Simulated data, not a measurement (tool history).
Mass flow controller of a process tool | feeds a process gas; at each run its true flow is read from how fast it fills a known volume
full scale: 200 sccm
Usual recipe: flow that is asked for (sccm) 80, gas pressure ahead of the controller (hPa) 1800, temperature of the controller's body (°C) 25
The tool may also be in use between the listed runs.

run,hour,flow that is asked for (sccm),gas pressure ahead of the controller (hPa),temperature of the controller's body (°C),true flow (%)
1,0.0,80,1800,25,98.64
2,93.5,161,1800,25,99.05
3,144.4,161,1800,25,99.33
4,263.3,80,1800,25,98.43
5,362.5,80,1800,25,98.56
6,455.3,22,1800,25,99.50
7,558.7,80,1800,25,98.50
8,647.4,80,1800,33,97.74
9,739.8,80,1800,33,97.69
10,840.9,80,1800,25,98.54
11,912.0,80,1600,25,98.71
12,1024.1,80,2640,25,98.03
13,1144.4,38,1800,25,98.80
14,1213.6,38,1800,25,98.95
15,1324.1,38,1800,25,98.81
16,1447.7,68,1800,25,98.63
17,1514.6,80,1800,25,98.56
18,1571.7,80,1800,25,98.53
19,1625.2,80,1800,32,97.88
20,1737.9,80,1800,32,97.68
21,1839.9,80,1800,32,97.77
22,1964.5,72,1800,25,98.47
23,2077.3,49,1800,25,98.78
24,2158.7,49,1800,32,97.98
25,2260.2,103,2490,33,97.55
26,2332.5,80,1800,37,97.35
27,2412.2,33,1590,25,99.34
28,2491.1,55,1450,25,98.92
29,2546.9,55,1450,25,98.81
30,2672.9,38,1450,25,99.35
31,2725.3,198,1670,24,99.68
32,2779.0,66,1410,31,98.07
33,2875.2,66,2040,33,97.69
34,2954.5,183,1640,39,98.04
35,3025.3,35,1510,23,99.66
36,3140.4,51,1800,25,98.81
37,3235.6,85,2720,34,97.27
38,3320.2,80,2240,25,98.41
39,3377.5,80,2240,25,98.40
40,3444.6,80,2240,25,98.58
41,3564.7,40,1800,25,99.22
42,3682.5,52,1530,28,98.65
43,3764.3,72,2030,24,98.60
44,3816.8,80,1880,25,98.70
45,3942.3,80,1880,25,98.65
46,4005.6,87,1880,34,97.54
47,4103.3,80,2040,37,97.18

Predict each of these 4 candidate next runs independently; none follows another, all start after run 47:
A,4190.9,28,1550,34,?
B,4190.9,165,1800,24,?
C,4190.9,80,1400,37,?
D,4190.9,93,2690,37,?

run,true flow (%)
A,99.24
B,99.27
C,97.52
D,97.00
Without the tool's unlogged condition, the same runs would have read:
run,true flow (%)
A,96.82
B,99.72
C,97.34
D,96.99
